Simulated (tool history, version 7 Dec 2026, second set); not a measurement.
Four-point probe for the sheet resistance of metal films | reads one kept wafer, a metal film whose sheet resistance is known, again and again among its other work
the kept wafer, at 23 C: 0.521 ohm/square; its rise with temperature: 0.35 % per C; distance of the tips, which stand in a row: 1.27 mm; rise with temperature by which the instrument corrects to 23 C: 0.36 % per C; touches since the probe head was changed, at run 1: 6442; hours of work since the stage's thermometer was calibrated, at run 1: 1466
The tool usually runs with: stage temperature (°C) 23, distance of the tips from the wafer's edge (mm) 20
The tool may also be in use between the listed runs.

run	day	stage temperature (°C)	distance of the tips from the wafer's edge (mm)	touches since the probe head was changed	hours of work since the stage's thermometer was calibrated	sheet resistance as the instrument gives it (ohm/square)
1	0.000	23	20	6442	1466	0.522214
2	0.471	23	20	6773	1472	0.522251
3	1.083	23	20	7206	1480	0.522178
4	1.354	23	6	7398	1483	0.533318
5	1.958	23	6	7823	1490	0.533390
6	2.238	23	6	8021	1494	0.533266
7	2.517	23	6	8218	1497	0.533286
8	2.871	23	20	8466	1501	0.522204
9	3.412	23	20	8849	1508	0.522239
10	3.929	23	20	9212	1514	0.521997
11	4.350	23	20	9509	1519	0.522040
12	4.854	23	20	9866	1526	0.522034
13	5.462	23	20	10292	1533	0.522093
14	5.767	22	20	10510	1537	0.522278
# day 6.225: stage's thermometer calibrated
15	6.350	22	20	10904	2	0.522149
16	6.967	23	65	11341	9	0.521362
17	7.425	19	8	11664	15	0.527949
18	7.925	33	47	12016	21	0.520412
19	8.496	27	50	12419	28	0.520799
20	8.946	34	37	12737	33	0.520720
21	9.600	34	37	13197	41	0.520516
22	10.021	34	37	13493	46	0.520756
23	10.633	20	7	13926	54	0.530249
24	11.242	20	7	14355	61	0.530392
25	11.517	20	7	14548	65	0.530406
26	11.808	19	40	14752	68	0.521516
27	12.138	33	11	14985	72	0.523986
28	12.775	21	6	15437	80	0.533404
29	13.375	21	20	15857	87	0.522376

Below are 5 alternative next runs, each starting from the tool's condition after run 29. Predict each:
A	13.662	23	73	16060	91	?
B	13.662	30	26	16060	91	?
C	13.662	22	67	16060	91	?
D	13.662	27	14	16060	91	?
E	13.662	20	68	16060	91	?

run	sheet resistance as the instrument gives it (ohm/square)
A	0.520975
B	0.521151
C	0.521369
D	0.523042
E	0.521419
Take away the tool's hidden state, keep each run's random variation, and the runs would have read:
run	sheet resistance as the instrument gives it (ohm/square)
A	0.520965
B	0.521140
C	0.521359
D	0.523031
E	0.521408

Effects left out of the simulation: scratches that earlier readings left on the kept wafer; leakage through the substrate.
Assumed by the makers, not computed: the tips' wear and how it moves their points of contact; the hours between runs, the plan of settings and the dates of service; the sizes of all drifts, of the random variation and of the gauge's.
